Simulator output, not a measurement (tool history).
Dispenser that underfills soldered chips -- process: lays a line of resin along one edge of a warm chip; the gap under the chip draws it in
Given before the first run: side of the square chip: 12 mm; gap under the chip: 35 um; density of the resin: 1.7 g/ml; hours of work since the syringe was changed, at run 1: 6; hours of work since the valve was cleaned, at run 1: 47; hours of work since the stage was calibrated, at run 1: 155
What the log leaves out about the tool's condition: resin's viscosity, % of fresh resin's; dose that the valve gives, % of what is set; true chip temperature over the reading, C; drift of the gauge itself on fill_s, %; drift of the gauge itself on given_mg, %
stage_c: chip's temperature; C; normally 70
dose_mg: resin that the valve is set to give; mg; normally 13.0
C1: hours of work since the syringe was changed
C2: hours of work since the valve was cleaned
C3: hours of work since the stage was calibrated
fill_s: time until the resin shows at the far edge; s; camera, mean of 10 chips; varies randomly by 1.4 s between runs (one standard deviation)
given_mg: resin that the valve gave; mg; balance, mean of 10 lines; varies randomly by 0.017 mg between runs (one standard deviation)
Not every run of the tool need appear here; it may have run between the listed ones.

Run 1, hour 0.0: usual settings; C1 6; C2 47; C3 155. Result: fill_s 194.1 s, given_mg 12.64 mg.
At hour 5.7: dispensing valve cleaned and set on the balance.
At hour 8.4: new syringe of resin.
Run 2, hour 9.5: usual settings; C1 1; C2 3; C3 161. Result: fill_s 150.9 s, given_mg 13.04 mg.
Run 3, hour 20.2: usual settings; C1 9; C2 10; C3 169. Result: fill_s 218.1 s, given_mg 12.96 mg.
At hour 24.6: new syringe of resin.
Run 4, hour 32.4: usual settings; C1 6; C2 19; C3 178. Result: fill_s 187.2 s, given_mg 12.90 mg.
At hour 40.2: new syringe of resin.
Run 5, hour 40.3: usual settings but stage_c 56 C; C1 0; C2 25; C3 183. Result: fill_s 237.7 s, given_mg 12.84 mg.
Run 6, hour 48.1: usual settings but stage_c 56 C; C1 6; C2 30; C3 189. Result: fill_s 315.4 s, given_mg 12.79 mg.
At hour 55.5: new syringe of resin.
Run 7, hour 64.0: usual settings but stage_c 56 C; C1 6; C2 42; C3 200. Result: fill_s 327.2 s, given_mg 12.74 mg.
At hour 70.7: new syringe of resin.
Run 8, hour 72.5: usual settings; C1 1; C2 48; C3 206. Result: fill_s 149.1 s, given_mg 12.72 mg.
At hour 76.6: dispensing valve cleaned and set on the balance.
Run 9, hour 84.6: usual settings but stage_c 74 C, dose_mg 16.8 mg; C1 9; C2 6; C3 214. Result: fill_s 188.6 s, given_mg 16.73 mg.
At hour 87.9: new syringe of resin.
Run 10, hour 101.5: usual settings but stage_c 79 C; C1 10; C2 18; C3 227. Result: fill_s 171.7 s, given_mg 12.86 mg.
At hour 104.0: new syringe of resin.
Run 11, hour 113.3: usual settings but dose_mg 12.5 mg; C1 7; C2 26; C3 235. Result: fill_s 205.8 s, given_mg 12.34 mg.
At hour 119.1: new syringe of resin.
Run 12, hour 124.3: usual settings but stage_c 80 C, dose_mg 12.1 mg; C1 4; C2 34; C3 243. Result: fill_s 126.9 s, given_mg 11.86 mg.
Run 13, hour 133.8: usual settings but stage_c 80 C, dose_mg 12.1 mg; C1 11; C2 41; C3 250. Result: fill_s 174.3 s, given_mg 11.82 mg.
At hour 135.2: new syringe of resin.
At hour 148.0: dispensing valve cleaned and set on the balance.
At hour 151.5: new syringe of resin.
Run 14, hour 151.5: usual settings but stage_c 69 C, dose_mg 11.3 mg; C1 0; C2 2; C3 262. Result: fill_s 156.8 s, given_mg 11.29 mg.
Run 15, hour 163.7: usual settings but stage_c 65 C, dose_mg 15.4 mg; C1 9; C2 11; C3 271. Result: fill_s 270.4 s, given_mg 15.30 mg.
At hour 167.6: new syringe of resin.
Run 16, hour 175.8: usual settings but stage_c 65 C, dose_mg 15.4 mg; C1 6; C2 20; C3 279. Result: fill_s 234.4 s, given_mg 15.28 mg.

3 ways to go on from here, each from the tool as it stands after run 16. What would each give?
At hour 182.7: new syringe of resin.
Run A, hour 191.3: usual settings but stage_c 79 C, dose_mg 12.2 mg; C1 6; C2 31; C3 290. Result: fill_s ?, given_mg ?.
At hour 182.7: new syringe of resin.
Run B, hour 191.3: usual settings but stage_c 63 C; C1 6; C2 31; C3 290. Result: fill_s ?, given_mg ?.
At hour 182.7: new syringe of resin.
Run C, hour 191.3: usual settings; C1 6; C2 31; C3 290. Result: fill_s ?, given_mg ?.

run  fill_s  given_mg
  A   152.1     12.01
  B   262.9     12.83
  C   205.8     12.83
Without the tool's hidden state the same runs would have given:
run  fill_s  given_mg
  A   101.7     12.19
  B   174.3     13.02
  C   136.9     13.02
